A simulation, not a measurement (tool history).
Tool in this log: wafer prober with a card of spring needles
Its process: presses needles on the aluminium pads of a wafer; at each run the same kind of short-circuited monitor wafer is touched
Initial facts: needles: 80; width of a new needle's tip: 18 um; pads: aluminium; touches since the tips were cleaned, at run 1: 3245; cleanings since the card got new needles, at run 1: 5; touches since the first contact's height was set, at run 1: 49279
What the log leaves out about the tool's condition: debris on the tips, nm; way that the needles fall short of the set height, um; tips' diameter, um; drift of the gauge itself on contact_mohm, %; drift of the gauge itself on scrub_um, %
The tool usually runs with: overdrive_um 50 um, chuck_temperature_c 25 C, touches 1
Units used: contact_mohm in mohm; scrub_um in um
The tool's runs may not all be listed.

run   hour  overdrive_um  chuck_temperature_c  touches  touches since the tips were cleaned  cleanings since the card got new needles  touches since the first contact's height was set  contact_mohm  scrub_um
  1    0.0            50                   25        1                                 3245                                         5                                             49279           276     11.13
      11.7  -- tips cleaned on abrasive film
  2   22.7            41                   25        1                                 5484                                         6                                             60545           305      9.07
      28.3  -- tips cleaned on abrasive film
  3   41.9            50                   25        1                                 6806                                         7                                             70081           294     11.02
      46.3  -- tips cleaned on abrasive film
      62.6  -- tips cleaned on abrasive film
  4   68.0            50                   25        1                                 2665                                         9                                             82995           272     11.02
      74.9  -- height of the first contact set anew
      79.8  -- tips cleaned on abrasive film
  5   86.9            50                   25        1                                 3560                                        10                                              5940           278     11.14
      97.4  -- tips cleaned on abrasive film
  6  106.9            50                   25        1                                 4728                                        11                                             15852           282     11.10
     115.2  -- tips cleaned on abrasive film
  7  124.1            50                   25        1                                 4466                                        12                                             24415           281     11.08
     131.7  -- tips cleaned on abrasive film
     147.8  -- tips cleaned on abrasive film
  8  148.6            50                   25        1                                  373                                        14                                             36514           236     11.07
     164.5  -- tips cleaned on abrasive film
  9  164.5            50                   25        1                                    0                                        15                                             44374           230     11.06
     181.0  -- tips cleaned on abrasive film
 10  186.6            50                   25        1                                 2838                                        16                                             55393           267     11.05
     198.7  -- tips cleaned on abrasive film
 11  198.7            50                   25        1                                    0                                        17                                             61346           227     11.03
 12  212.5            58                   25        1                                 6892                                        17                                             68238           279     12.83
     216.1  -- tips cleaned on abrasive film
 13  225.3            50                   36        1                                 4583                                        18                                             74565           285     11.00
     233.0  -- tips cleaned on abrasive film
 14  243.1            50                   36        1                                 5059                                        19                                             83415           286     10.96
     249.2  -- tips cleaned on abrasive film
     249.5  -- height of the first contact set anew
 15  258.3            50                   36        1                                 4414                                        20                                              4414           284     11.14
     265.9  -- tips cleaned on abrasive film
     282.2  -- tips cleaned on abrasive film
 16  285.7            50                   25        2                                 1761                                        22                                             17981           244     11.11
     299.3  -- tips cleaned on abrasive film
 17  300.9            41                   47        1                                  786                                        23                                             25489           262      9.10
 18  314.7            50                   91        2                                 7673                                        23                                             32376           276     11.10
     316.2  -- tips cleaned on abrasive film
 19  329.6            50                   64        1                                 6703                                        24                                             39782           303     11.08
     334.4  -- tips cleaned on abrasive film
     350.9  -- tips cleaned on abrasive film
 20  356.8            35                   30        1                                 2930                                        26                                             53239           309      7.67
     367.8  -- tips cleaned on abrasive film
 21  380.6            52                   68        1                                 6415                                        27                                             65082           292     11.48
     384.3  -- tips cleaned on abrasive film
 22  397.6            54                   68        1                                 6615                                        28                                             73471           294     11.98
     401.2  -- tips cleaned on abrasive film
 23  413.1            47                   57        1                                 5942                                        29                                             81171           303     10.35
     417.3  -- tips cleaned on abrasive film
     424.4  -- height of the first contact set anew
 24  431.5            62                   57        2                                 6917                                        30                                              3548           261     13.82
     435.3  -- tips cleaned on abrasive film
     452.5  -- tips cleaned on abrasive film
 25  453.3            65                  108        1                                  437                                        32                                             14345           250     14.49
     470.1  -- tips cleaned on abrasive film
 26  480.1            44                   95        1                                 4983                                        33                                             27647           313      9.75
     488.3  -- tips cleaned on abrasive film
     506.1  -- tips cleaned on abrasive film
 27  506.7            44                   95        1                                  331                                        35                                             40818           259      9.75
     523.1  -- tips cleaned on abrasive film
 28  530.0            56                   95        1                                 3458                                        36                                             52400           279     12.42
     540.8  -- tips cleaned on abrasive film
 29  548.9            46                   75        1                                 4004                                        37                                             61743           299     10.14
     558.9  -- tips cleaned on abrasive film
 30  560.2            38                   38        1                                  620                                        38                                             67324           255      8.34
     575.3  -- tips cleaned on abrasive film
 31  581.8            38                   38        1                                 3235                                        39                                             78087           310      8.35

5 ways to go on from here, each from the tool as it stands after run 31. What would each give?
     591.8  -- tips cleaned on abrasive film
  A  593.8            45                   65        1                                  998                                        40                                             84033             ?         ?
     591.8  -- tips cleaned on abrasive film
  B  593.8            63                   25        2                                  998                                        40                                             84033             ?         ?
     591.8  -- tips cleaned on abrasive film
  C  593.8            37                   70        1                                  998                                        40                                             84033             ?         ?
     591.8  -- tips cleaned on abrasive film
  D  593.8            37                   31        1                                  998                                        40                                             84033             ?         ?
     591.8  -- tips cleaned on abrasive film
  E  593.8            38                   55        1                                  998                                        40                                             84033             ?         ?

run  contact_mohm  scrub_um
  A           257      9.89
  B           234     13.86
  C           282      8.13
  D           265      8.07
  E           268      8.29
The same runs, with their run-to-run variation unchanged, on a tool lacking any hidden condition would have given:
run  contact_mohm  scrub_um
  A           233     10.05
  B           225     14.02
  C           247      8.29
  D           230      8.24
  E           235      8.46
